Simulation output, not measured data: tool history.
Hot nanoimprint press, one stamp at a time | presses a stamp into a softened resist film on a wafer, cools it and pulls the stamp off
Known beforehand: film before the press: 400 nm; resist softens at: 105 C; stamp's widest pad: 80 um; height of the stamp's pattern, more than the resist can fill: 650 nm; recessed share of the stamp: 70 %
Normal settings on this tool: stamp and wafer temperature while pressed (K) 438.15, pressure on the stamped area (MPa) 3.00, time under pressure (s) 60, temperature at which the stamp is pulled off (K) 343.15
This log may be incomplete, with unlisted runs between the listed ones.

run,day,stamp and wafer temperature while pressed (K),pressure on the stamped area (MPa),time under pressure (s),temperature at which the stamp is pulled off (K),resist left under the stamp's widest pad (nm),greatest force while the stamp is pulled off (N)
1,0.000,438.15,3.00,60,343.15,235.3,95.8
# day 1.471: stamp cleaned and given a new release coat
2,2.679,438.15,1.82,60,343.15,290.7,94.2
3,6.133,438.15,1.82,60,343.15,288.6,93.4
4,9.308,438.15,1.82,60,343.15,291.9,93.8
5,11.146,438.15,1.82,60,343.15,290.8,94.9
6,12.804,438.15,1.82,60,343.15,291.0,93.5
7,14.717,438.15,3.00,60,343.15,236.6,94.8
8,17.262,438.15,3.00,98,343.15,203.0,94.6
9,20.392,438.15,3.00,98,343.15,204.4,96.4
# day 21.179: stamp cleaned and given a new release coat
# day 21.854: plate thermocouple calibrated
10,22.867,430.15,3.00,98,343.15,256.4,94.7
11,25.521,430.15,3.00,98,343.15,256.8,95.1
12,27.358,430.15,3.00,98,343.15,256.1,95.8
13,29.288,430.15,3.00,98,343.15,256.3,94.4
14,32.538,430.15,3.00,98,343.15,257.6,95.1
15,34.538,438.15,3.00,60,343.15,237.2,95.2
16,38.279,441.15,2.97,56,350.15,224.7,88.0
# day 41.038: stamp cleaned and given a new release coat
17,41.038,438.15,1.96,55,343.15,289.8,95.4
18,43.121,446.15,1.96,114,343.15,195.7,95.2
19,45.075,435.15,1.96,114,343.15,260.0,95.4
20,47.392,435.15,1.96,114,343.15,260.2,94.2
21,50.983,435.15,1.96,114,339.15,260.1,99.7
# day 51.350: plate thermocouple calibrated
22,54.942,427.15,3.00,60,343.15,307.6,96.0
23,56.600,427.15,3.00,60,343.15,308.4,95.9
24,59.921,427.15,3.00,60,343.15,307.2,94.2
# day 60.829: stamp cleaned and given a new release coat
25,62.825,427.15,1.96,62,348.15,341.9,91.1
26,66.521,441.15,2.64,42,351.15,257.6,86.4
27,70.071,441.15,2.64,42,351.15,256.2,86.9
28,72.388,441.15,2.64,42,351.15,255.6,87.8
29,75.112,441.15,2.64,42,351.15,256.4,87.3

3 options for the next run, each taken on its own from the tool as it stands now. Forecast them:
A,78.233,441.15,2.61,42,350.15,?,?
B,78.233,438.15,2.32,42,343.15,?,?
C,78.233,438.15,3.00,60,333.15,?,?

run,resist left under the stamp's widest pad (nm),greatest force while the stamp is pulled off (N)
A,257.8,87.3
B,287.7,94.7
C,236.6,105.6
Take away the tool's hidden state, keep each run's random variation, and the runs would have read:
run,resist left under the stamp's widest pad (nm),greatest force while the stamp is pulled off (N)
A,257.7,87.1
B,287.6,94.4
C,236.5,105.3

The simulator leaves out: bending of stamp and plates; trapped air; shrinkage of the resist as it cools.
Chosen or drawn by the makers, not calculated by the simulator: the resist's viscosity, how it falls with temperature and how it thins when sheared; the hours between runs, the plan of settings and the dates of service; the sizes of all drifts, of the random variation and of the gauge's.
